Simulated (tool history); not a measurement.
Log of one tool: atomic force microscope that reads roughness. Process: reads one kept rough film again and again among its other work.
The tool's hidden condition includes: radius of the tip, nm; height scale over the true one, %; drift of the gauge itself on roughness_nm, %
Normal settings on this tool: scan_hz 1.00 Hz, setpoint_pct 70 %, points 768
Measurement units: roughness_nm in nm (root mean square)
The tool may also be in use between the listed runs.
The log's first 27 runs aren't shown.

run,hour,scan_hz,setpoint_pct,points,pictures with this tip,hours of work since the height scale was calibrated,roughness_nm
28,274.6,0.88,56,258,53,29,4.264
# hour 283.2: new tip fitted
29,285.1,0.51,75,768,3,36,4.516
30,299.7,0.51,75,768,30,47,4.300
# hour 308.0: height scale calibrated on a step standard, once more
31,309.8,0.51,75,768,46,1,4.190
32,316.9,0.61,70,473,59,6,4.152
# hour 322.2: new tip fitted
33,331.9,1.01,74,816,18,17,4.304
34,339.2,1.01,74,816,31,22,4.244
35,346.1,1.42,89,846,43,27,3.777
36,358.7,1.42,89,846,66,36,3.598
# hour 361.0: new tip fitted
37,367.1,1.52,89,951,11,41,3.926
38,377.9,1.35,70,851,31,49,4.219
39,388.0,1.36,76,657,49,56,3.990
40,394.8,0.60,67,347,62,61,4.123
# hour 398.6: new tip fitted
41,405.0,1.70,67,336,11,68,4.335
42,416.0,2.66,63,304,31,76,4.120
43,423.5,2.66,63,304,45,81,4.022
# hour 437.1: new tip fitted
44,438.3,2.66,63,304,2,91,4.349
45,447.3,2.66,63,304,18,98,4.219
46,457.6,0.62,82,768,37,105,4.177
47,464.7,1.12,57,868,49,110,4.232
48,474.1,1.04,65,882,67,117,4.073
# hour 476.0: new tip fitted
49,485.4,1.04,65,882,17,124,4.363
50,496.5,1.04,65,882,37,132,4.257
51,510.7,1.04,65,882,63,142,4.055

Here are 4 independent what-if runs from the current tool condition. What would each one return?
# hour 514.3: new tip fitted
A,517.6,1.43,65,882,6,147,?
# hour 514.3: new tip fitted
B,517.6,3.28,78,270,6,147,?
# hour 514.3: new tip fitted
C,517.6,1.00,70,768,6,147,?
# hour 514.3: new tip fitted
D,517.6,0.97,71,342,6,147,?

run,roughness_nm
A,4.429
B,3.776
C,4.441
D,4.429
What these runs would have given with no unlogged condition in the tool:
run,roughness_nm
A,4.465
B,3.807
C,4.477
D,4.465
